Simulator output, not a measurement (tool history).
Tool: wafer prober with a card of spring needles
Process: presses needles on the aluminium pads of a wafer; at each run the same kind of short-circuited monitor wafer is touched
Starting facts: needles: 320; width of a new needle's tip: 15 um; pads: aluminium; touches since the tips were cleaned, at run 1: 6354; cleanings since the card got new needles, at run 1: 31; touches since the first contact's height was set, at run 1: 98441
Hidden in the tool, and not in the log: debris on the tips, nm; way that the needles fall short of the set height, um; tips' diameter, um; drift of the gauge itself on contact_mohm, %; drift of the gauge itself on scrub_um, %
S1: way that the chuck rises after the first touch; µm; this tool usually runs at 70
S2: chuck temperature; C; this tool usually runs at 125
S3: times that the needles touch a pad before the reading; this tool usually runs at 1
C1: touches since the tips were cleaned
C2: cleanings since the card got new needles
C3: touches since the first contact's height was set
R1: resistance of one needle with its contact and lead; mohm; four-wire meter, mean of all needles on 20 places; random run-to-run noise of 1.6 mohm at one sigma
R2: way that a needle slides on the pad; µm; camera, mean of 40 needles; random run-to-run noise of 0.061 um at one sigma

| run | hour | S1 | S2 | S3 | C1 | C2 | C3 | R1 | R2 |
|---|---|---|---|---|---|---|---|---|---|
| 1 | 0.0 | 70 | 125 | 1 | 6354 | 31 | 98441 | 154 | 14.83 |
|  | 4.0 | tips cleaned on abrasive film |
| 2 | 13.2 | 70 | 125 | 1 | 5573 | 32 | 106373 | 154 | 14.91 |
|  | 18.6 | tips cleaned on abrasive film |
| 3 | 26.7 | 70 | 125 | 1 | 4909 | 33 | 114474 | 158 | 14.89 |
|  | 33.2 | tips cleaned on abrasive film |
| 4 | 35.8 | 84 | 125 | 1 | 1594 | 34 | 119905 | 154 | 17.77 |
| 5 | 46.0 | 70 | 27 | 1 | 7768 | 34 | 126079 | 141 | 14.88 |
|  | 47.4 | tips cleaned on abrasive film |
|  | 61.7 | tips cleaned on abrasive film |
| 6 | 65.6 | 70 | 27 | 1 | 2336 | 36 | 137771 | 141 | 14.88 |
|  | 76.0 | tips cleaned on abrasive film |
| 7 | 77.2 | 70 | 62 | 1 | 698 | 37 | 144702 | 147 | 14.82 |
| 8 | 89.3 | 70 | 125 | 1 | 8045 | 37 | 152049 | 156 | 14.90 |
|  | 91.2 | tips cleaned on abrasive film |
| 9 | 102.1 | 70 | 125 | 1 | 6548 | 38 | 159695 | 153 | 14.92 |
|  | 106.5 | tips cleaned on abrasive film |
| 10 | 110.7 | 70 | 125 | 1 | 2511 | 39 | 164832 | 153 | 14.81 |
|  | 121.0 | tips cleaned on abrasive film |
| 11 | 128.3 | 57 | 93 | 1 | 4405 | 40 | 175394 | 151 | 12.18 |
|  | 135.1 | tips cleaned on abrasive film |
| 12 | 142.2 | 57 | 93 | 1 | 4330 | 41 | 183784 | 157 | 12.24 |
|  | 149.8 | tips cleaned on abrasive film |
| 13 | 161.4 | 57 | 93 | 1 | 7066 | 42 | 195326 | 155 | 12.14 |
|  | 163.7 | tips cleaned on abrasive film |
|  | 178.8 | tips cleaned on abrasive film |
| 14 | 179.8 | 77 | 65 | 1 | 642 | 44 | 206319 | 143 | 16.34 |
|  | 189.3 | height of the first contact set anew |
|  | 193.8 | tips cleaned on abrasive film |
| 15 | 198.7 | 77 | 65 | 1 | 2937 | 45 | 5623 | 147 | 16.37 |
|  | 207.9 | tips cleaned on abrasive film |
| 16 | 207.9 | 70 | 34 | 1 | 0 | 46 | 11119 | 143 | 14.88 |
|  | 221.8 | tips cleaned on abrasive film |
| 17 | 222.3 | 56 | 34 | 1 | 274 | 47 | 19767 | 142 | 11.92 |
|  | 236.2 | tips cleaned on abrasive film |
| 18 | 240.1 | 56 | 34 | 1 | 2356 | 48 | 30500 | 143 | 11.94 |
|  | 250.2 | tips cleaned on abrasive film |
| 19 | 250.2 | 56 | 34 | 1 | 0 | 49 | 36525 | 142 | 11.92 |
|  | 265.1 | tips cleaned on abrasive film |
| 20 | 269.0 | 68 | 95 | 1 | 2341 | 50 | 47803 | 151 | 14.59 |

Each row is a separate what-if for the run after 20, all from the same tool condition, not one after another. Results?
|  | 279.4 | tips cleaned on abrasive film |
| A | 282.0 | 76 | 125 | 1 | 1567 | 51 | 55624 | ? | ? |
|  | 279.4 | tips cleaned on abrasive film |
| B | 282.0 | 70 | 78 | 3 | 1567 | 51 | 55624 | ? | ? |
|  | 279.4 | tips cleaned on abrasive film |
| C | 282.0 | 57 | 61 | 2 | 1567 | 51 | 55624 | ? | ? |
|  | 279.4 | tips cleaned on abrasive film |
| D | 282.0 | 62 | 50 | 2 | 1567 | 51 | 55624 | ? | ? |

| run | R1 | R2 |
|---|---|---|
| A | 154 | 16.13 |
| B | 148 | 14.97 |
| C | 146 | 12.02 |
| D | 144 | 13.13 |
With no hidden state in the tool, these same runs would have given:
| run | R1 | R2 |
|---|---|---|
| A | 154 | 16.14 |
| B | 148 | 14.97 |
| C | 145 | 12.02 |
| D | 144 | 13.13 |
